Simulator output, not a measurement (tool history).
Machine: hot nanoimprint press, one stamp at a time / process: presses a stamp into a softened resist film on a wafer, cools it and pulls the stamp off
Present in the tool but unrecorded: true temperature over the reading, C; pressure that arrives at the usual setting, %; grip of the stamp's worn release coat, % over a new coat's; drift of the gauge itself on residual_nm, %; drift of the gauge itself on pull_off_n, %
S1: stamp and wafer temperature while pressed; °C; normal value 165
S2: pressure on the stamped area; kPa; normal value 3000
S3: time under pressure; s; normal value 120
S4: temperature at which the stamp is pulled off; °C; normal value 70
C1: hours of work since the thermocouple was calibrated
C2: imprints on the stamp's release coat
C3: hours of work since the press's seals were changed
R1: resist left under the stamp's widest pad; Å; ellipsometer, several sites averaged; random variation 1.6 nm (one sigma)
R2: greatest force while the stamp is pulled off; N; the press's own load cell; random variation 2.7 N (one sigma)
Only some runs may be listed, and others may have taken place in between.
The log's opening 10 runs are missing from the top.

run     day   S1    S2   S3  S4   C1   C2   C3    R1   R2
 11  11.983  165  3000  150  70  317  233  418  2278  228
 12  13.421  165  3000  150  70  336  303  437  2296  225
 13  14.288  165  3000  150  70  348  345  449  2299  227
 14  15.812  165  3000  150  70  368  419  469  2253  229
 15  16.712  165  2440  120  70  380  463  481  2744  230
 16  17.775  165  2440  120  70  394  515  496  2742  228
 17  19.396  165  2800  118  72  416  594  517  2584  233
 18  20.554  170  4130   81  66  432  650  533  2049  238
 19  21.321  154  2580  212  69  442  687  543  3218  239
 20  22.204  154  2580  212  69  454  730  555  3207  235
 21  23.583  175  2580  212  60  473  797  574  1494  269
     24.054  -- stamp cleaned and given a new release coat
 22    24.9  175  2990  212  60  487   41  588  1373  241
 23  25.738  175  2990  212  60  498   82  599  1368  239
 24  27.283  175  2310  156  60  519  157  620  1780  248
 25  28.921  175  2310  156  60  541  237  642  1777  248

Run 26 is up next; what results do you expect?
 26  30.421  175  1970  120  60  561  310  662   ?   ?

Run 26 gave R1 2158 Å, R2 248 N.
If the tool had no hidden condition, the same run with the same run-to-run variation would have returned R1 2295 Å, R2 246 N.
